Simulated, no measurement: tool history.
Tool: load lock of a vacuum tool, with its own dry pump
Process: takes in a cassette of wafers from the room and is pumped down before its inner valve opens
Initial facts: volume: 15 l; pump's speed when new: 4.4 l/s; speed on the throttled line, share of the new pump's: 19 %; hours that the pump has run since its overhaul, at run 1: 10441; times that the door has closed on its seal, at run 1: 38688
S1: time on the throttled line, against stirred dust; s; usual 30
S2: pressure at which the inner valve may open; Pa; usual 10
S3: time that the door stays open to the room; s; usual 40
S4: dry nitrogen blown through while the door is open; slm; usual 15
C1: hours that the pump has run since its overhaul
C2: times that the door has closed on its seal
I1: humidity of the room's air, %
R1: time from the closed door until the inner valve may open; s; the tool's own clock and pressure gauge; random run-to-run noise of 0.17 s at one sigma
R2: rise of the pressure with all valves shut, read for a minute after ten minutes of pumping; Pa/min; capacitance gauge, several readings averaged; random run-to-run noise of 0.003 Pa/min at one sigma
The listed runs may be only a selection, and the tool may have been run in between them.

run,hour,S1,S2,S3,S4,C1,C2,I1,R1,R2
1,0.0,30,10,40,15,10441,38688,45.3,57.6,0.376
2,452.1,30,10,40,15,10893,40607,45.9,57.7,0.384
3,979.1,30,10,40,15,11420,42845,45.3,58.5,0.426
4,1364.8,30,10,40,15,11805,44482,43.8,57.9,0.435
5,1680.8,30,10,40,15,12121,45823,42.6,57.9,0.466
6,2137.0,30,10,40,33,12577,47760,44.1,58.0,0.476
7,2522.7,30,10,40,33,12963,49397,44.6,58.2,0.505
8,3042.6,30,10,40,33,13483,51604,44.4,58.3,0.531
9,3465.6,30,10,40,33,13906,53399,44.7,58.7,0.562
10,4099.3,30,10,40,22,14540,56089,45.7,58.7,0.607
11,4466.6,30,10,40,15,14907,57649,49.3,58.5,0.651
12,4816.4,30,10,40,15,15257,59133,47.5,59.0,0.664
13,5111.6,30,10,40,15,15552,60387,42.8,59.0,0.705
# hour 5208.5: door's seal changed, seat wiped
14,5685.0,30,10,40,15,16124,2022,42.3,59.3,0.049
15,6349.4,30,10,40,15,16788,4843,48.1,59.3,0.060
16,6700.1,30,10,40,15,17139,6332,46.2,59.3,0.063
# hour 6845.3: dry pump taken out, an overhauled one fitted
17,7122.9,30,10,40,15,278,8101,45.2,55.7,0.076
18,7446.8,30,13,40,15,601,9475,43.3,54.8,0.077
19,7782.1,30,14,94,15,937,10899,46.2,54.7,0.105
20,8154.9,30,16,40,15,1310,12481,44.4,54.2,0.099
21,8531.6,30,10,40,15,1686,14080,45.9,56.0,0.102
22,9097.7,30,10,40,15,2252,16483,45.4,56.1,0.121
23,9387.4,30,10,180,15,2542,17713,45.1,55.9,0.168
24,9697.3,20,10,161,5,2852,19029,45.5,48.2,0.198
25,10143.3,30,10,40,24,3298,20922,46.2,56.0,0.141
26,10746.2,30,10,40,24,3901,23481,44.3,56.3,0.161
27,11399.5,30,10,40,24,4554,26255,42.7,56.2,0.190
28,11911.1,30,10,40,24,5066,28426,44.0,56.5,0.219
29,12498.0,30,10,31,15,5653,30917,45.0,56.7,0.240
30,13062.1,30,13,40,15,6217,33312,44.5,55.6,0.272
31,13620.4,30,13,40,15,6775,35682,43.6,55.6,0.298
32,14083.1,30,13,40,15,7238,37646,45.0,55.9,0.327
33,14478.1,51,10,166,42,7633,39323,52.1,73.9,0.352
34,14977.1,30,14,90,29,8132,41441,44.1,56.1,0.372
35,15672.0,30,14,90,29,8827,44391,42.3,55.9,0.401

Each row is a separate what-if for the run after 35, all from the same tool condition, not one after another. Results?
A,16228.9,42,10,40,15,9384,46755,44.4,?,?
B,16228.9,30,20,31,13,9384,46755,43.9,?,?
C,16228.9,15,14,234,7,9384,46755,46.2,?,?

run,R1,R2
A,67.0,0.433
B,54.8,0.435
C,44.3,0.516
What these runs would have given with no unlogged condition in the tool:
run,R1,R2
A,65.4,0.043
B,53.2,0.042
C,42.4,0.119

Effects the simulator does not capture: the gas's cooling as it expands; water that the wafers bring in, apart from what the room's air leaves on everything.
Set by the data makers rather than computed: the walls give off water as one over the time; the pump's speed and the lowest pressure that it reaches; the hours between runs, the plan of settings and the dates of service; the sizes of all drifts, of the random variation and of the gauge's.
